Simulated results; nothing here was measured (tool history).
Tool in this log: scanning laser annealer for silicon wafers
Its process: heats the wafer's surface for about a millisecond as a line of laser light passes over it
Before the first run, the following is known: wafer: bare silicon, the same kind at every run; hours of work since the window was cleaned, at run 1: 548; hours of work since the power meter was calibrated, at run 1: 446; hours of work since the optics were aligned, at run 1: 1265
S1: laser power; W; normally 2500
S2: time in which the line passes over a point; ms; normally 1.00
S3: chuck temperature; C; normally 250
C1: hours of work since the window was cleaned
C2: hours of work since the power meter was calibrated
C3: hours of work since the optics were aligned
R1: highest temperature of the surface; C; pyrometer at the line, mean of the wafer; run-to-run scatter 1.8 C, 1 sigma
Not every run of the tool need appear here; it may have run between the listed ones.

run   hour    S1    S2   S3   C1   C2    C3   R1
  1    0.0  2500  1.00  250  548  446  1265  926
  2   24.6  2500  0.80  250  559  456  1276  859
  3   42.9  2500  0.80  250  567  464  1283  856
  4   56.2  2500  0.80  250  572  470  1289  854
  5   77.7  2500  0.80  250  581  479  1298  855
  6   94.7  2500  0.80  226  589  486  1305  832
  7  111.2  2500  0.80  226  596  493  1312  827
  8  133.2  2500  0.80  226  605  502  1322  830
  9  147.9  2500  0.80  226  611  509  1328  828
 10  172.5  2500  0.80  226  622  519  1339  826
 11  190.4  2500  0.80  226  629  527  1346  829
 12  216.1  2500  0.80  226  640  538  1357  829
 13  237.9  2132  0.82  243  650  547  1366  764
 14  256.1  2375  1.15  250  657  555  1374  938
 15  272.8  2375  1.15  250  664  562  1381  935
 16  295.1  2654  0.76  250  674  571  1391  872
 17  312.0  2612  0.95  266  681  579  1398  947
 18  327.3  2500  0.76  250  688  585  1404  837
 19  342.9  2240  0.89  227  694  592  1411  798
 20  359.0  2240  0.89  227  701  599  1418  795
 21  373.0  2559  1.02  219  707  605  1424  910
 22  385.0  2531  1.03  268  712  610  1429  954
 23  405.1  2531  1.03  211  721  618  1438  897
     410.2  -- window over the wafer cleaned
 24  420.5  2531  1.03  211    4  624  1443  935

What differs in the tool's unlogged condition from the final listed run ahead of each entry between runs to the first listed run following it?
Runs 23 to 24: window over the wafer cleaned (hour 410.2)
  light that passes the window, % of a clean one's: 94.7 -> 99.91; width of the line over the set one, %: 2.88 -> 2.89
  measured result minus the result with no hidden state, R1: -47 -> -11 C
